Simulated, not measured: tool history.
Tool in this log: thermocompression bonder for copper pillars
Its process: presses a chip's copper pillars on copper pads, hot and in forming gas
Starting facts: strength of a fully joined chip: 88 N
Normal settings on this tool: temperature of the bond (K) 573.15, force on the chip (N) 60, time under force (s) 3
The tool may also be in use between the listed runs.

run	hour	temperature of the bond (K)	force on the chip (N)	time under force (s)	force that shears a chip off (N)
1	0.0	573.15	60	3	53.4
2	88.5	573.15	81	3	62.0
3	134.5	573.15	81	3	61.6
4	203.3	573.15	60	3	53.2
5	259.6	573.15	65	3	54.4
# hour 265.3: forming gas filter changed
6	322.6	573.15	60	3	56.7
7	388.0	573.15	60	3	54.8
8	426.6	573.15	60	4	59.2
# hour 448.4: heater calibrated with a thermocouple chip
9	491.5	573.15	49	4	51.6
10	562.4	573.15	65	3	54.5
11	644.8	573.15	65	3	55.3
12	726.4	573.15	51	3	46.6
13	771.6	573.15	51	3	45.7
# hour 811.6: forming gas filter changed
14	819.8	576.15	60	3	57.4
15	889.7	571.15	51	2	43.3
16	966.5	592.15	51	6	69.6
17	1055.5	551.15	72	8	63.4
18	1141.0	551.15	53	8	56.3
19	1186.5	551.15	53	8	54.3
20	1271.8	584.15	44	2	42.9
# hour 1355.9: forming gas filter changed
21	1355.9	584.15	44	2	44.6
22	1440.4	584.15	44	2	44.7
23	1499.3	584.15	44	2	45.7
# hour 1521.9: heater calibrated with a thermocouple chip
24	1558.6	579.15	49	3	48.3
25	1641.5	568.15	57	3	48.9
26	1707.9	573.15	75	2	52.1

Below are 5 alternative next runs, each starting from the tool's condition after run 26. Predict each:
A	1763.6	573.15	45	2	?
B	1763.6	590.15	60	3	?
C	1763.6	576.15	75	2	?
D	1763.6	581.15	60	3	?
E	1763.6	586.15	74	3	?

run	force that shears a chip off (N)
A	37.5
B	58.9
C	53.2
D	54.5
E	62.6
With the hidden condition removed and each run's random variation left untouched, the same runs would have given:
run	force that shears a chip off (N)
A	40.6
B	63.4
C	57.4
D	58.8
E	67.2
